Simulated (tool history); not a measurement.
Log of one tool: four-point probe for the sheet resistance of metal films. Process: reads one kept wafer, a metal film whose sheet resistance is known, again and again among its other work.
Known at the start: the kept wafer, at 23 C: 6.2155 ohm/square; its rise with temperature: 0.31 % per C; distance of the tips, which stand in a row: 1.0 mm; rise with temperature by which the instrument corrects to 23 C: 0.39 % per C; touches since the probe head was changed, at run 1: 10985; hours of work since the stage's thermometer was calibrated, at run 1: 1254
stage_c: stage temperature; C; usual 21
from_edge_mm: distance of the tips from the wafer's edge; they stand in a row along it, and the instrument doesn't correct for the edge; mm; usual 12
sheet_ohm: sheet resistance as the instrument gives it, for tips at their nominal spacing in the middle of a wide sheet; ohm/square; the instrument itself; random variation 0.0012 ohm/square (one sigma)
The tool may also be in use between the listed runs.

| run | day | stage_c | from_edge_mm | touches since the probe head was changed | hours of work since the stage's thermometer was calibrated | sheet_ohm |
|---|---|---|---|---|---|---|
| 1 | 0 | 21 | 12 | 10985 | 1254 | 6.228411 |
| 2 | 0.754 | 21 | 12 | 11317 | 1263 | 6.229195 |
| 3 | 1.388 | 28 | 12 | 11598 | 1270 | 6.19271 |
| 4 | 2.433 | 28 | 12 | 12058 | 1282 | 6.195109 |
| 5 | 3.35 | 28 | 12 | 12464 | 1293 | 6.196438 |
| 6 | 4.092 | 28 | 12 | 12790 | 1302 | 6.194918 |
| 7 | 4.846 | 28 | 12 | 13123 | 1310 | 6.19789 |
| 8 | 5.525 | 28 | 12 | 13424 | 1318 | 6.194488 |
| 9 | 6.483 | 26 | 12 | 13847 | 1329 | 6.203972 |
| 10 | 7.262 | 26 | 12 | 14190 | 1338 | 6.204541 |
| 11 | 7.708 | 21 | 12 | 14386 | 1344 | 6.226645 |
| 12 | 8.517 | 21 | 12 | 14743 | 1353 | 6.22856 |
| 13 | 9.179 | 21 | 5 | 15036 | 1361 | 6.33409 |
|  | 9.254 | stage's thermometer calibrated |
| 14 | 9.7 | 21 | 5 | 15256 | 5 | 6.334369 |
| 15 | 10.254 | 21 | 5 | 15500 | 12 | 6.33353 |
| 16 | 11.208 | 21 | 5 | 15922 | 23 | 6.331909 |
| 17 | 11.804 | 21 | 5 | 16184 | 30 | 6.331661 |
| 18 | 12.675 | 21 | 5 | 16570 | 40 | 6.33374 |
| 19 | 13.117 | 21 | 5 | 16763 | 45 | 6.33172 |
| 20 | 14.175 | 21 | 5 | 17231 | 57 | 6.331161 |
| 21 | 14.646 | 21 | 5 | 17439 | 63 | 6.331146 |
| 22 | 15.175 | 29 | 12 | 17673 | 69 | 6.18793 |
|  | 15.662 | stage's thermometer calibrated, once more |
| 23 | 15.662 | 29 | 12 | 17878 | 0 | 6.195611 |
| 24 | 16.5 | 33 | 8 | 18249 | 10 | 6.206172 |
| 25 | 17.442 | 26 | 3 | 18664 | 21 | 6.530755 |
| 26 | 18.229 | 32 | 5 | 19011 | 30 | 6.286636 |
| 27 | 19.133 | 32 | 5 | 19409 | 40 | 6.287022 |
| 28 | 19.9 | 33 | 26 | 19748 | 49 | 6.157211 |
| 29 | 20.642 | 33 | 25 | 20075 | 58 | 6.159329 |
| 30 | 21.438 | 28 | 24 | 20427 | 67 | 6.180945 |
| 31 | 21.942 | 30 | 9 | 20649 | 73 | 6.208564 |
| 32 | 23.004 | 28 | 24 | 21119 | 85 | 6.180506 |
| 33 | 23.679 | 33 | 14 | 21417 | 93 | 6.169943 |
| 34 | 24.679 | 25 | 34 | 21857 | 105 | 6.191263 |
| 35 | 25.438 | 34 | 4 | 22191 | 114 | 6.347074 |
| 36 | 26.062 | 29 | 59 | 22468 | 121 | 6.175161 |
| 37 | 26.867 | 29 | 59 | 22822 | 130 | 6.170295 |
| 38 | 27.733 | 29 | 59 | 23205 | 140 | 6.168315 |
| 39 | 28.542 | 25 | 25 | 23561 | 150 | 6.193729 |
| 40 | 29.229 | 32 | 14 | 23866 | 158 | 6.174706 |
| 41 | 29.933 | 26 | 18 | 24176 | 166 | 6.192391 |
| 42 | 30.904 | 26 | 18 | 24605 | 177 | 6.191935 |
| 43 | 31.475 | 22 | 61 | 24856 | 184 | 6.201975 |

5 ways to go on from here, each from the tool as it stands after run 43. What would each give?
| A | 32.104 | 20 | 61 | 25134 | 191 | ? |
| B | 32.104 | 31 | 30 | 25134 | 191 | ? |
| C | 32.104 | 22 | 15 | 25134 | 191 | ? |
| D | 32.104 | 21 | 4 | 25134 | 191 | ? |
| E | 32.104 | 22 | 7 | 25134 | 191 | ? |

| run | sheet_ohm |
|---|---|
| A | 6.211112 |
| B | 6.163547 |
| C | 6.21688 |
| D | 6.408378 |
| E | 6.266545 |
Without the tool's hidden state the same runs would have given:
| run | sheet_ohm |
|---|---|
| A | 6.230706 |
| B | 6.183011 |
| C | 6.236494 |
| D | 6.428544 |
| E | 6.286302 |
